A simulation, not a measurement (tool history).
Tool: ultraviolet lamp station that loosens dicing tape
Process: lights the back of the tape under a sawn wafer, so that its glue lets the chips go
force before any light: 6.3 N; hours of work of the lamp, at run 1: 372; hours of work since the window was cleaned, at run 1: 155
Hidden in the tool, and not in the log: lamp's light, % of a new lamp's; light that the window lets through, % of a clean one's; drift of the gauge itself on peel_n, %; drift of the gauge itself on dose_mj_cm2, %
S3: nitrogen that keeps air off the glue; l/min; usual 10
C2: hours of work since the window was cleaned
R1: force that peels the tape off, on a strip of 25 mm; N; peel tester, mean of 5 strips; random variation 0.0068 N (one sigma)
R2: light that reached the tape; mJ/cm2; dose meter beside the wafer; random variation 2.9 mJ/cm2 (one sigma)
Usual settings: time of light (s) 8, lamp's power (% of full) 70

{"run": 1, "hour": 0.0, "time of light (s)": 8, "lamp's power (% of full)": 70, "S3": 10, "hours of work of the lamp": 372, "C2": 155, "R1": 0.342, "R2": 333}
{"run": 2, "hour": 11.1, "time of light (s)": 8, "lamp's power (% of full)": 70, "S3": 10, "hours of work of the lamp": 380, "C2": 163, "R1": 0.36, "R2": 332}
{"run": 3, "hour": 23.3, "time of light (s)": 8, "lamp's power (% of full)": 70, "S3": 10, "hours of work of the lamp": 389, "C2": 172, "R1": 0.355, "R2": 329}
{"run": 4, "hour": 35.2, "time of light (s)": 8, "lamp's power (% of full)": 70, "S3": 10, "hours of work of the lamp": 397, "C2": 180, "R1": 0.345, "R2": 328}
{"run": 5, "hour": 47.0, "time of light (s)": 8, "lamp's power (% of full)": 70, "S3": 4, "hours of work of the lamp": 406, "C2": 189, "R1": 0.593, "R2": 327}
{"run": 6, "hour": 55.3, "time of light (s)": 8, "lamp's power (% of full)": 70, "S3": 4, "hours of work of the lamp": 412, "C2": 195, "R1": 0.629, "R2": 321}
{"run": 7, "hour": 68.3, "time of light (s)": 8, "lamp's power (% of full)": 70, "S3": 4, "hours of work of the lamp": 422, "C2": 205, "R1": 0.607, "R2": 316}
{"hour": 77.6, "done": "window cleaned of glue's vapour"}
{"run": 8, "hour": 79.6, "time of light (s)": 8, "lamp's power (% of full)": 70, "S3": 9, "hours of work of the lamp": 429, "C2": 1, "R1": 0.29, "R2": 365}
{"run": 9, "hour": 86.4, "time of light (s)": 8, "lamp's power (% of full)": 70, "S3": 10, "hours of work of the lamp": 434, "C2": 6, "R1": 0.292, "R2": 363}
{"run": 10, "hour": 100.5, "time of light (s)": 8, "lamp's power (% of full)": 70, "S3": 10, "hours of work of the lamp": 445, "C2": 17, "R1": 0.285, "R2": 357}
{"run": 11, "hour": 107.3, "time of light (s)": 8, "lamp's power (% of full)": 69, "S3": 10, "hours of work of the lamp": 450, "C2": 22, "R1": 0.294, "R2": 353}
{"run": 12, "hour": 122.1, "time of light (s)": 8, "lamp's power (% of full)": 69, "S3": 10, "hours of work of the lamp": 461, "C2": 33, "R1": 0.305, "R2": 352}
{"run": 13, "hour": 130.6, "time of light (s)": 8, "lamp's power (% of full)": 70, "S3": 10, "hours of work of the lamp": 467, "C2": 39, "R1": 0.305, "R2": 353}
{"run": 14, "hour": 144.6, "time of light (s)": 8, "lamp's power (% of full)": 70, "S3": 10, "hours of work of the lamp": 477, "C2": 49, "R1": 0.315, "R2": 346}
{"run": 15, "hour": 157.5, "time of light (s)": 8, "lamp's power (% of full)": 70, "S3": 10, "hours of work of the lamp": 486, "C2": 58, "R1": 0.328, "R2": 346}
{"run": 16, "hour": 166.6, "time of light (s)": 8, "lamp's power (% of full)": 70, "S3": 10, "hours of work of the lamp": 493, "C2": 65, "R1": 0.325, "R2": 349}
{"run": 17, "hour": 173.7, "time of light (s)": 8, "lamp's power (% of full)": 70, "S3": 10, "hours of work of the lamp": 498, "C2": 70, "R1": 0.336, "R2": 346}
{"run": 18, "hour": 185.1, "time of light (s)": 8, "lamp's power (% of full)": 70, "S3": 10, "hours of work of the lamp": 507, "C2": 79, "R1": 0.331, "R2": 337}
{"run": 19, "hour": 192.2, "time of light (s)": 8, "lamp's power (% of full)": 70, "S3": 10, "hours of work of the lamp": 512, "C2": 84, "R1": 0.336, "R2": 341}
{"run": 20, "hour": 205.1, "time of light (s)": 8, "lamp's power (% of full)": 70, "S3": 10, "hours of work of the lamp": 521, "C2": 93, "R1": 0.325, "R2": 332}
{"run": 21, "hour": 217.3, "time of light (s)": 8, "lamp's power (% of full)": 70, "S3": 10, "hours of work of the lamp": 530, "C2": 102, "R1": 0.353, "R2": 335}
{"run": 22, "hour": 226.0, "time of light (s)": 8, "lamp's power (% of full)": 70, "S3": 10, "hours of work of the lamp": 537, "C2": 109, "R1": 0.352, "R2": 333}
{"run": 23, "hour": 233.7, "time of light (s)": 8, "lamp's power (% of full)": 70, "S3": 10, "hours of work of the lamp": 542, "C2": 114, "R1": 0.353, "R2": 332}
{"run": 24, "hour": 246.6, "time of light (s)": 8, "lamp's power (% of full)": 70, "S3": 10, "hours of work of the lamp": 552, "C2": 124, "R1": 0.363, "R2": 328}
{"run": 25, "hour": 253.1, "time of light (s)": 8, "lamp's power (% of full)": 70, "S3": 10, "hours of work of the lamp": 556, "C2": 128, "R1": 0.369, "R2": 320}
{"run": 26, "hour": 264.2, "time of light (s)": 8, "lamp's power (% of full)": 70, "S3": 10, "hours of work of the lamp": 565, "C2": 137, "R1": 0.38, "R2": 316}
{"run": 27, "hour": 276.6, "time of light (s)": 6, "lamp's power (% of full)": 70, "S3": 9, "hours of work of the lamp": 574, "C2": 146, "R1": 0.727, "R2": 236}
{"run": 28, "hour": 288.1, "time of light (s)": 7, "lamp's power (% of full)": 96, "S3": 19, "hours of work of the lamp": 582, "C2": 154, "R1": 0.206, "R2": 377}
{"run": 29, "hour": 295.6, "time of light (s)": 13, "lamp's power (% of full)": 70, "S3": 10, "hours of work of the lamp": 588, "C2": 160, "R1": 0.169, "R2": 508}
{"run": 30, "hour": 308.1, "time of light (s)": 8, "lamp's power (% of full)": 70, "S3": 4, "hours of work of the lamp": 597, "C2": 169, "R1": 0.656, "R2": 308}
{"run": 31, "hour": 321.9, "time of light (s)": 6, "lamp's power (% of full)": 72, "S3": 10, "hours of work of the lamp": 607, "C2": 179, "R1": 0.701, "R2": 234}
{"run": 32, "hour": 333.0, "time of light (s)": 14, "lamp's power (% of full)": 74, "S3": 5, "hours of work of the lamp": 615, "C2": 187, "R1": 0.196, "R2": 568}
{"run": 33, "hour": 345.0, "time of light (s)": 8, "lamp's power (% of full)": 98, "S3": 19, "hours of work of the lamp": 624, "C2": 196, "R1": 0.178, "R2": 423}
{"run": 34, "hour": 356.4, "time of light (s)": 9, "lamp's power (% of full)": 70, "S3": 7, "hours of work of the lamp": 632, "C2": 204, "R1": 0.418, "R2": 339}
{"hour": 367.0, "done": "window cleaned of glue's vapour"}
{"run": 35, "hour": 371.5, "time of light (s)": 9, "lamp's power (% of full)": 70, "S3": 7, "hours of work of the lamp": 643, "C2": 3, "R1": 0.307, "R2": 397}
{"run": 36, "hour": 385.0, "time of light (s)": 9, "lamp's power (% of full)": 70, "S3": 7, "hours of work of the lamp": 653, "C2": 13, "R1": 0.315, "R2": 391}
{"run": 37, "hour": 397.6, "time of light (s)": 5, "lamp's power (% of full)": 86, "S3": 4, "hours of work of the lamp": 662, "C2": 22, "R1": 0.92, "R2": 268}
{"run": 38, "hour": 407.1, "time of light (s)": 12, "lamp's power (% of full)": 86, "S3": 7, "hours of work of the lamp": 669, "C2": 29, "R1": 0.143, "R2": 627}
{"run": 39, "hour": 413.3, "time of light (s)": 8, "lamp's power (% of full)": 70, "S3": 3, "hours of work of the lamp": 673, "C2": 34, "R1": 0.679, "R2": 336}
{"run": 40, "hour": 419.8, "time of light (s)": 8, "lamp's power (% of full)": 70, "S3": 3, "hours of work of the lamp": 678, "C2": 39, "R1": 0.674, "R2": 340}
{"run": 41, "hour": 431.3, "time of light (s)": 8, "lamp's power (% of full)": 70, "S3": 3, "hours of work of the lamp": 686, "C2": 47, "R1": 0.68, "R2": 333}
{"run": 42, "hour": 438.9, "time of light (s)": 9, "lamp's power (% of full)": 70, "S3": 3, "hours of work of the lamp": 692, "C2": 53, "R1": 0.528, "R2": 375}

Forecast each of these 3 alternatives for the next run:
{"run": "A", "hour": 451.0, "time of light (s)": 9, "lamp's power (% of full)": 87, "S3": 3, "hours of work of the lamp": 701, "C2": 61, "R1": "?", "R2": "?"}
{"run": "B", "hour": 451.0, "time of light (s)": 6, "lamp's power (% of full)": 70, "S3": 8, "hours of work of the lamp": 701, "C2": 61, "R1": "?", "R2": "?"}
{"run": "C", "hour": 451.0, "time of light (s)": 11, "lamp's power (% of full)": 66, "S3": 18, "hours of work of the lamp": 701, "C2": 61, "R1": "?", "R2": "?"}

run=A R1=0.329 R2=464
run=B R1=0.716 R2=249
run=C R1=0.174 R2=424
Without the tool's hidden state the same runs would have given:
run=A R1=0.215 R2=578
run=B R1=0.461 R2=310
run=C R1=0.142 R2=528
